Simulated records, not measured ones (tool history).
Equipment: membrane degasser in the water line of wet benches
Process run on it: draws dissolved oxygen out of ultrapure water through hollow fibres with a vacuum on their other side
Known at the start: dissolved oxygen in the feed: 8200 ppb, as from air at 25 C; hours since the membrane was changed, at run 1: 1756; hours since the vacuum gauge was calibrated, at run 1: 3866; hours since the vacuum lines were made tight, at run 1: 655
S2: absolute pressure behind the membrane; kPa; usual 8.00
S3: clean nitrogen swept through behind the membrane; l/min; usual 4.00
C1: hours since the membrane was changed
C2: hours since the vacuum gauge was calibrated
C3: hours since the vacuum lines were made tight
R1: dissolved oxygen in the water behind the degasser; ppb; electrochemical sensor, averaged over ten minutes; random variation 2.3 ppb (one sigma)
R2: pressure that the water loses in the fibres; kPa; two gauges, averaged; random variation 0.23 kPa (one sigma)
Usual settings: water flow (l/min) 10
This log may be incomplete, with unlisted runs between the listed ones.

Run 1, hour 0.0: usual settings; C1 1756; C2 3866; C3 655. Result: R1 231.8 ppb, R2 58.97 kPa.
Run 2, hour 126.5: usual settings but water flow (l/min) 9; C1 1882; C2 3992; C3 781. Result: R1 181.6 ppb, R2 53.89 kPa.
Run 3, hour 184.1: usual settings but water flow (l/min) 9; C1 1940; C2 4050; C3 839. Result: R1 179.0 ppb, R2 53.51 kPa.
Run 4, hour 294.5: usual settings; C1 2050; C2 4160; C3 949. Result: R1 232.2 ppb, R2 59.45 kPa.
Run 5, hour 371.1: usual settings but water flow (l/min) 6; C1 2127; C2 4237; C3 1026. Result: R1 57.3 ppb, R2 35.52 kPa.
Run 6, hour 456.2: usual settings but water flow (l/min) 6; C1 2212; C2 4322; C3 1111. Result: R1 56.5 ppb, R2 35.83 kPa.
Run 7, hour 587.5: usual settings but water flow (l/min) 6, S2 13.34 kPa; C1 2343; C2 4453; C3 1242. Result: R1 76.4 ppb, R2 35.76 kPa.
Run 8, hour 666.8: usual settings but water flow (l/min) 6, S2 13.34 kPa; C1 2422; C2 4532; C3 1322. Result: R1 75.8 ppb, R2 35.87 kPa.
Run 9, hour 789.3: usual settings; C1 2545; C2 4655; C3 1444. Result: R1 233.6 ppb, R2 59.87 kPa.
Run 10, hour 868.3: usual settings; C1 2624; C2 4734; C3 1523. Result: R1 231.9 ppb, R2 59.36 kPa.
Run 11, hour 930.6: usual settings; C1 2686; C2 4796; C3 1585. Result: R1 230.5 ppb, R2 59.68 kPa.
Run 12, hour 1019.7: usual settings; C1 2775; C2 4885; C3 1674. Result: R1 234.6 ppb, R2 59.36 kPa.
Run 13, hour 1076.0: usual settings; C1 2832; C2 4942; C3 1731. Result: R1 232.7 ppb, R2 59.85 kPa.
Run 14, hour 1199.4: usual settings but water flow (l/min) 11; C1 2955; C2 5065; C3 1854. Result: R1 286.1 ppb, R2 65.92 kPa.
Run 15, hour 1323.9: usual settings but water flow (l/min) 11; C1 3080; C2 5189; C3 1979. Result: R1 285.5 ppb, R2 65.94 kPa.
Run 16, hour 1394.9: usual settings but water flow (l/min) 6; C1 3151; C2 5261; C3 2050. Result: R1 56.5 ppb, R2 35.78 kPa.
Run 17, hour 1490.7: usual settings but S3 5.00 l/min; C1 3246; C2 5356; C3 2145. Result: R1 228.7 ppb, R2 59.84 kPa.
At hour 1574.6: vacuum gauge calibrated.
Run 18, hour 1586.9: usual settings but water flow (l/min) 12, S2 16.44 kPa, S3 7.25 l/min; C1 3342; C2 12; C3 2241. Result: R1 373.9 ppb, R2 71.60 kPa.
Run 19, hour 1680.8: usual settings but water flow (l/min) 12, S2 16.44 kPa, S3 7.25 l/min; C1 3436; C2 106; C3 2335. Result: R1 376.7 ppb, R2 72.16 kPa.
Run 20, hour 1799.7: usual settings but S2 7.10 kPa, S3 3.14 l/min; C1 3555; C2 225; C3 2454. Result: R1 233.4 ppb, R2 59.85 kPa.
Run 21, hour 1871.0: usual settings but S2 7.10 kPa, S3 3.14 l/min; C1 3626; C2 296; C3 2525. Result: R1 234.9 ppb, R2 59.93 kPa.
Run 22, hour 1988.0: usual settings but water flow (l/min) 9, S2 7.10 kPa, S3 3.76 l/min; C1 3743; C2 413; C3 2642. Result: R1 173.0 ppb, R2 53.47 kPa.
Run 23, hour 2043.4: usual settings but water flow (l/min) 9, S2 7.10 kPa, S3 3.76 l/min; C1 3799; C2 469; C3 2698. Result: R1 174.6 ppb, R2 53.90 kPa.
Run 24, hour 2101.3: usual settings but S3 2.92 l/min; C1 3857; C2 527; C3 2756. Result: R1 244.9 ppb, R2 59.63 kPa.
Run 25, hour 2188.4: usual settings but S3 2.92 l/min; C1 3944; C2 614; C3 2843. Result: R1 246.2 ppb, R2 60.14 kPa.
Run 26, hour 2267.0: usual settings but water flow (l/min) 14, S3 8.81 l/min; C1 4022; C2 692; C3 2921. Result: R1 466.9 ppb, R2 84.16 kPa.
Run 27, hour 2369.2: usual settings but S2 9.09 kPa; C1 4124; C2 795; C3 3023. Result: R1 235.6 ppb, R2 60.29 kPa.
Run 28, hour 2457.3: usual settings but S2 9.09 kPa; C1 4212; C2 883; C3 3111. Result: R1 237.7 ppb, R2 59.86 kPa.
Run 29, hour 2542.6: usual settings but water flow (l/min) 9, S2 8.25 kPa, S3 2.79 l/min; C1 4298; C2 968; C3 3197. Result: R1 187.5 ppb, R2 54.10 kPa.
Run 30, hour 2651.7: usual settings but water flow (l/min) 6, S2 5.03 kPa, S3 1.72 l/min; C1 4407; C2 1077; C3 3306. Result: R1 54.5 ppb, R2 35.98 kPa.
Run 31, hour 2738.1: usual settings but S2 5.03 kPa, S3 11.43 l/min; C1 4493; C2 1163; C3 3392. Result: R1 208.5 ppb, R2 59.90 kPa.

Same runs, no hidden state in the tool, same run-to-run variation:
Hidden state at play: membrane still open, %; true pressure behind the membrane over the reading, kPa; air that leaks in behind the membrane, l/min; drift of the gauge itself on oxygen_ppb, %; drift of the gauge itself on loss_of_pressure_kpa, %.
run     R2
  1  58.96
  2  53.84
  3  53.44
  4  59.33
  5  35.43
  6  35.72
  7  35.63
  8  35.71
  9  59.57
 10  59.04
 11  59.33
 12  58.98
 13  59.45
 14  65.43
 15  65.39
 16  35.46
 17  59.28
 18  70.89
 19  71.40
 20  59.18
 21  59.23
 22  52.81
 23  53.22
 24  58.85
 25  59.33
 26  82.99
 27  59.42
 28  58.95
 29  53.25
 30  35.39
 31  58.89
R1 without the hidden state stays within 0.5 ppb of what was measured, in all runs.
